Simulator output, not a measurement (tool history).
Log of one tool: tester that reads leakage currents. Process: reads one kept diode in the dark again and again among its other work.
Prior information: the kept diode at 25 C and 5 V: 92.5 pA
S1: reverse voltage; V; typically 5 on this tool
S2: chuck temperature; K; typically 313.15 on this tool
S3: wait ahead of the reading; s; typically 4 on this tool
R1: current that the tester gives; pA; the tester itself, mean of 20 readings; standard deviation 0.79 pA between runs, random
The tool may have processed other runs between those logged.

run	hour	S1	S2	S3	R1
1	0	5	313.15	4	247.41
2	37.8	5	313.15	4	247.17
# hour 86.2: chuck's temperature calibrated
3	87.8	5	313.15	4	268.71
4	127.1	5	313.15	4	267.72
5	172.1	5	324.15	4	532.48
6	191.6	5	324.15	4	533.58
7	230.8	5	298.15	4	96.46
8	276.3	5	313.15	4	264.28
9	306.8	5	313.15	4	262.47
10	350.8	5	313.15	4	262.35
11	386.5	2.2	313.15	4	180.46
12	432.7	2.2	313.15	4	179.14
# hour 439.4: probe card cleaned and baked
13	475.4	2.2	313.15	4	181.23
14	497.1	4.24	296.15	4	78.71
# hour 517.4: probe card cleaned and baked, once more
15	538	17.13	313.15	0.63	435.37
16	578.6	17.13	313.15	0.63	434.58
17	607.2	8.85	294.15	8.62	84.32
18	656	8.85	294.15	8.62	84.33
19	696.6	12.5	313.15	1.47	372.17
20	743.3	5	320.15	2.09	388.96
21	770.9	5	313.15	0.51	246.15
22	795.6	5	313.15	0.51	246.91
# hour 802: chuck's temperature calibrated
23	838.2	5	313.15	0.66	262.95
24	879.7	6.28	297.15	7.08	95.22

For some of the steps in R1 from one run to the next: how much would appear even if the tool had no hidden state, given the settings, what came in and random variation, and how much remains for the hidden state plus any gauge scatter that the measured result and the result without hidden state don't share?
Hidden conditions of the tool in this case: stray current of the dirty probe card, pA a volt; current scale over the true one, %; true chuck temperature over the reading, C; drift of the gauge itself on leakage_pa, %.
Run 2 -> 3: chuck's temperature calibrated. R1 +21.54 pA: hidden state +21.31, all else +0.23.
Run 6 -> 7: S2 324.15 -> 298.15. R1 -437.12 pA: hidden state +1.85, all else -438.97.
Run 14 -> 15: S1 4.24 -> 17.13, S2 296.15 -> 313.15, S3 4 -> 0.63, probe card cleaned and baked, once more. R1 +356.66 pA: hidden state -22.6, all else +379.26.
